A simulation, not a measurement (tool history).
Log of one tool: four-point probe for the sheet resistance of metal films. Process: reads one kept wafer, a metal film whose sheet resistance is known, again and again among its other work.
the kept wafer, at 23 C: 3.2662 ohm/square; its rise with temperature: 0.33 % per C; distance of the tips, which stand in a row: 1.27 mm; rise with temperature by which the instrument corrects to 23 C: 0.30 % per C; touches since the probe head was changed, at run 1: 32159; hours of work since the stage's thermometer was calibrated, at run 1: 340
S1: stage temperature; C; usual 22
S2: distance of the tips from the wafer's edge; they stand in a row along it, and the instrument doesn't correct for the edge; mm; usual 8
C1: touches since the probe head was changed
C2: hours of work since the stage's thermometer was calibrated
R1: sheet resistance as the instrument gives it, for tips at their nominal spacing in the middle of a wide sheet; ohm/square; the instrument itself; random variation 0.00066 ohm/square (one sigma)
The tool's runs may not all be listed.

| run | hour | S1 | S2 | C1 | C2 | R1 |
|---|---|---|---|---|---|---|
| 1 | 0 | 22 | 8 | 32159 | 340 | 3.313381 |
| 2 | 129 | 22 | 8 | 35579 | 437 | 3.313031 |
| 3 | 190.4 | 22 | 8 | 37207 | 483 | 3.31176 |
| 4 | 291.6 | 22 | 4 | 39889 | 559 | 3.435208 |
| 5 | 432.8 | 21 | 8 | 43631 | 665 | 3.311459 |
| 6 | 524.9 | 21 | 8 | 46071 | 735 | 3.311517 |
| 7 | 636.3 | 21 | 8 | 49024 | 818 | 3.310883 |
| 8 | 730 | 21 | 8 | 51508 | 889 | 3.312482 |
| 9 | 850 | 21 | 8 | 54690 | 979 | 3.312253 |
| 10 | 948.6 | 21 | 8 | 57302 | 1054 | 3.310936 |
| 11 | 1074.8 | 21 | 8 | 60647 | 1149 | 3.311602 |
| 12 | 1155.5 | 21 | 25 | 62786 | 1209 | 3.272976 |
| 13 | 1220 | 21 | 25 | 64496 | 1258 | 3.272804 |
| 14 | 1357.2 | 28 | 8 | 68134 | 1361 | 3.317807 |
| 15 | 1440.4 | 28 | 8 | 70339 | 1424 | 3.317859 |
| 16 | 1508.3 | 22 | 8 | 72138 | 1475 | 3.313148 |
| 17 | 1567.7 | 20 | 8 | 73712 | 1520 | 3.311778 |
| 18 | 1633.3 | 20 | 8 | 75452 | 1569 | 3.311218 |
| 19 | 1707.1 | 20 | 8 | 77408 | 1625 | 3.311008 |
|  | 1715.4 | stage's thermometer calibrated |
| 20 | 1837.6 | 20 | 8 | 80853 | 92 | 3.31274 |
| 21 | 1902.3 | 22 | 3 | 82567 | 141 | 3.556166 |
| 22 | 1984.9 | 22 | 8 | 84757 | 203 | 3.313969 |
| 23 | 2117.5 | 22 | 8 | 88271 | 303 | 3.315021 |
| 24 | 2214.1 | 22 | 8 | 90834 | 375 | 3.313858 |
| 25 | 2283.6 | 22 | 8 | 92674 | 428 | 3.314194 |
|  | 2384.8 | stage's thermometer calibrated, once more |
| 26 | 2386.2 | 22 | 8 | 95381 | 1 | 3.308724 |
| 27 | 2481.9 | 26 | 4 | 97918 | 73 | 3.434854 |
| 28 | 2590 | 26 | 4 | 100782 | 154 | 3.43506 |
| 29 | 2681.7 | 26 | 4 | 103213 | 224 | 3.434108 |
| 30 | 2763.1 | 23 | 8 | 105370 | 285 | 3.307427 |
| 31 | 2831.7 | 32 | 10 | 107188 | 336 | 3.300978 |
| 32 | 2905.4 | 32 | 10 | 109142 | 392 | 3.299937 |
| 33 | 3001.2 | 27 | 7 | 111682 | 464 | 3.324968 |
| 34 | 3082 | 27 | 7 | 113823 | 525 | 3.326139 |
| 35 | 3210.1 | 26 | 4 | 117218 | 621 | 3.433985 |
| 36 | 3347.4 | 35 | 3 | 120858 | 725 | 3.560251 |
| 37 | 3423.3 | 35 | 52 | 122871 | 782 | 3.275009 |
| 38 | 3554.4 | 22 | 28 | 126344 | 880 | 3.266528 |
| 39 | 3623.9 | 22 | 47 | 128187 | 933 | 3.265595 |
| 40 | 3747.9 | 33 | 5 | 131473 | 1026 | 3.382794 |
| 41 | 3821 | 20 | 16 | 133412 | 1081 | 3.273215 |
| 42 | 3914.3 | 23 | 4 | 135884 | 1151 | 3.433139 |
| 43 | 4027.4 | 35 | 57 | 138883 | 1237 | 3.275309 |
| 44 | 4147.6 | 35 | 26 | 142068 | 1327 | 3.278533 |
| 45 | 4272.7 | 21 | 26 | 145384 | 1421 | 3.267246 |

Hidden state or all else? Some run-to-run changes of R1, split into what the settings, what came in and random variation would give without the hidden state, and what is left for the hidden state (with any gauge scatter that isn't in both results):
The hidden state here: inner tips' distance over the nominal, %; tips' flats over new ones', %; wafer's true temperature over the reading, C; drift of the gauge itself on sheet_ohm, %.
Run 19 -> 20: stage's thermometer calibrated. R1 +0.001732 ohm/square: hidden state +0.001556, all else +0.000176.
Run 20 -> 21: S1 20 -> 22, S2 8 -> 3. R1 +0.243426 ohm/square: hidden state +0.000421, all else +0.243005.
Run 21 -> 22: S2 3 -> 8. R1 -0.242197 ohm/square: hidden state -0.000389, all else -0.241808.
Run 25 -> 26: stage's thermometer calibrated, once more. R1 -0.00547 ohm/square: hidden state -0.00765, all else +0.00218.
Run 36 -> 37: S2 3 -> 52. R1 -0.285242 ohm/square: hidden state +0.000145, all else -0.285387.

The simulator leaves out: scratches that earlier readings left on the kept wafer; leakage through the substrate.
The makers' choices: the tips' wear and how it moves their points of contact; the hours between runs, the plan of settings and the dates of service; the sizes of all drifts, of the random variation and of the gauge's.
